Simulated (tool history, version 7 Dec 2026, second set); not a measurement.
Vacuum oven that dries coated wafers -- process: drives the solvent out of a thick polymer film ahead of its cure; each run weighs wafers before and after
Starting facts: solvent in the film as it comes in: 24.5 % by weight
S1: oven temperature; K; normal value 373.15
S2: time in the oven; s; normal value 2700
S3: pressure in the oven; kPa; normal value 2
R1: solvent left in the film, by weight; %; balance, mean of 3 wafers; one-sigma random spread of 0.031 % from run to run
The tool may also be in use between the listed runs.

run 1 day=0 | S1=373.15 S2=2700 S3=2 | R1=5.07
run 2 day=1.008 | S1=373.15 S2=2700 S3=2 | R1=4.96
run 3 day=2.296 | S1=373.15 S2=2700 S3=2 | R1=5
run 4 day=3.971 | S1=373.15 S2=2700 S3=2 | R1=4.99
run 5 day=4.85 | S1=373.15 S2=2700 S3=2 | R1=4.97
run 6 day=5.75 | S1=373.15 S2=2700 S3=2 | R1=5.02
run 7 day=7.188 | S1=373.15 S2=2700 S3=1.13 | R1=4.49
-- day=7.879 vacuum gauge cleaned of residue and calibrated
run 8 day=8.988 | S1=373.15 S2=2700 S3=1.13 | R1=4.33
run 9 day=10.708 | S1=373.15 S2=2700 S3=1.13 | R1=4.31
run 10 day=11.883 | S1=373.15 S2=1620 S3=2 | R1=8.15
run 11 day=13.5 | S1=373.15 S2=1620 S3=2 | R1=8.14
run 12 day=14.658 | S1=373.15 S2=1620 S3=2 | R1=8.15
run 13 day=15.992 | S1=373.15 S2=2700 S3=7.79 | R1=7.97
-- day=16.238 oven's thermocouples calibrated
run 14 day=17.783 | S1=373.15 S2=2700 S3=7.79 | R1=7.8
run 15 day=19.038 | S1=373.15 S2=3300 S3=1.27 | R1=3.14
run 16 day=20.2 | S1=373.15 S2=3300 S3=1.27 | R1=3.16
-- day=20.704 oven's thermocouples calibrated, once more
run 17 day=21.283 | S1=373.15 S2=2460 S3=7.4 | R1=8.35
run 18 day=22.067 | S1=362.15 S2=2700 S3=6.59 | R1=12.44
run 19 day=23.292 | S1=362.15 S2=4440 S3=3.6 | R1=7.57
run 20 day=24.567 | S1=362.15 S2=4440 S3=3.6 | R1=7.44
run 21 day=26.021 | S1=373.15 S2=4740 S3=3.07 | R1=2.97
run 22 day=27.025 | S1=373.15 S2=4740 S3=3.07 | R1=2.96
run 23 day=28.104 | S1=373.15 S2=3540 S3=1.79 | R1=3.28
run 24 day=29.379 | S1=371.15 S2=2100 S3=2 | R1=7.22
run 25 day=30.996 | S1=366.15 S2=2700 S3=2 | R1=7.64
run 26 day=32.412 | S1=372.15 S2=2700 S3=2 | R1=5.18
run 27 day=33.212 | S1=372.15 S2=2700 S3=2 | R1=5.14
run 28 day=34.138 | S1=375.15 S2=2700 S3=4.79 | R1=5.56

Some steps in R1 between neighbouring runs. How much of each would the tool show without its hidden state too (settings, what came in, random variation), and how much is left for the hidden state, with any gauge scatter that isn't in both results?
What the log doesn't record here: true wafer temperature over the reading, C; true pressure over the reading, kPa; drift of the gauge itself on solvent_pct, %.
Run 7 -> 8: vacuum gauge cleaned of residue and calibrated. R1 -0.16 %: hidden state -0.16, all else +0.
Run 16 -> 17: S2 3300 -> 2460, S3 1.27 -> 7.4, oven's thermocouples calibrated, once more. R1 +5.19 %: hidden state +0.18, all else +5.01.
Run 18 -> 19: S2 2700 -> 4440, S3 6.59 -> 3.6. R1 -4.87 %: hidden state +0, all else -4.87.
